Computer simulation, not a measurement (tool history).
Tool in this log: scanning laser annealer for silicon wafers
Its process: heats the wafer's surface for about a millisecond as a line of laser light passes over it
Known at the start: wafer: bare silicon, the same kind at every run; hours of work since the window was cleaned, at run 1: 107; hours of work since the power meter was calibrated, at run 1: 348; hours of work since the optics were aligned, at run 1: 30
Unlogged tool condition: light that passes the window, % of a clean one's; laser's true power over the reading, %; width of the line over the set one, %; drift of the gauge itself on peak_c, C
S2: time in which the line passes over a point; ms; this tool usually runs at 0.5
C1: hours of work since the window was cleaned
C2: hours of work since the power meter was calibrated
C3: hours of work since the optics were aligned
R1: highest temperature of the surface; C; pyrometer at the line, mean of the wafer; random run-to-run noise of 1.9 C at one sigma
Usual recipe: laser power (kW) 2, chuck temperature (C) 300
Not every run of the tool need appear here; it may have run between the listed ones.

Run 1, hour 0: usual settings; C1 107; C2 348; C3 30. Result: R1 1088 C.
Run 2, hour 13.2: usual settings; C1 115; C2 356; C3 38. Result: R1 1089 C.
Run 3, hour 24: usual settings; C1 122; C2 363; C3 45. Result: R1 1087 C.
Run 4, hour 33.2: usual settings; C1 128; C2 369; C3 51. Result: R1 1085 C.
At hour 37.4: laser's power meter calibrated.
Run 5, hour 45: usual settings; C1 134; C2 5; C3 57. Result: R1 1083 C.
Run 6, hour 58.4: usual settings; C1 142; C2 14; C3 66. Result: R1 1086 C.
Run 7, hour 64.7: usual settings but laser power (kW) 1.717, S2 0.393 ms, chuck temperature (C) 299; C1 147; C2 18; C3 70. Result: R1 877 C.
Run 8, hour 70.4: usual settings but laser power (kW) 1.717, S2 0.393 ms, chuck temperature (C) 299; C1 150; C2 21; C3 73. Result: R1 874 C.
At hour 76.5: laser's power meter calibrated, once more.
Run 9, hour 79.2: usual settings but laser power (kW) 1.717, S2 0.393 ms, chuck temperature (C) 299; C1 154; C2 2; C3 77. Result: R1 876 C.
Run 10, hour 92.3: usual settings but laser power (kW) 1.717, S2 0.393 ms, chuck temperature (C) 299; C1 163; C2 10; C3 86. Result: R1 877 C.
Run 11, hour 105.2: usual settings but laser power (kW) 1.717, S2 0.393 ms, chuck temperature (C) 299; C1 171; C2 19; C3 94. Result: R1 873 C.

For some of the steps in R1 from one run to the next: how much would appear even if the tool had no hidden state, given the settings, what came in and random variation, and how much remains for the hidden state plus any gauge scatter that the measured result and the result without hidden state don't share?
Run 6 -> 7: laser power (kW) 2 -> 1.717, S2 0.5 -> 0.393, chuck temperature (C) 300 -> 299. R1 -209 C: hidden state +6, all else -215.

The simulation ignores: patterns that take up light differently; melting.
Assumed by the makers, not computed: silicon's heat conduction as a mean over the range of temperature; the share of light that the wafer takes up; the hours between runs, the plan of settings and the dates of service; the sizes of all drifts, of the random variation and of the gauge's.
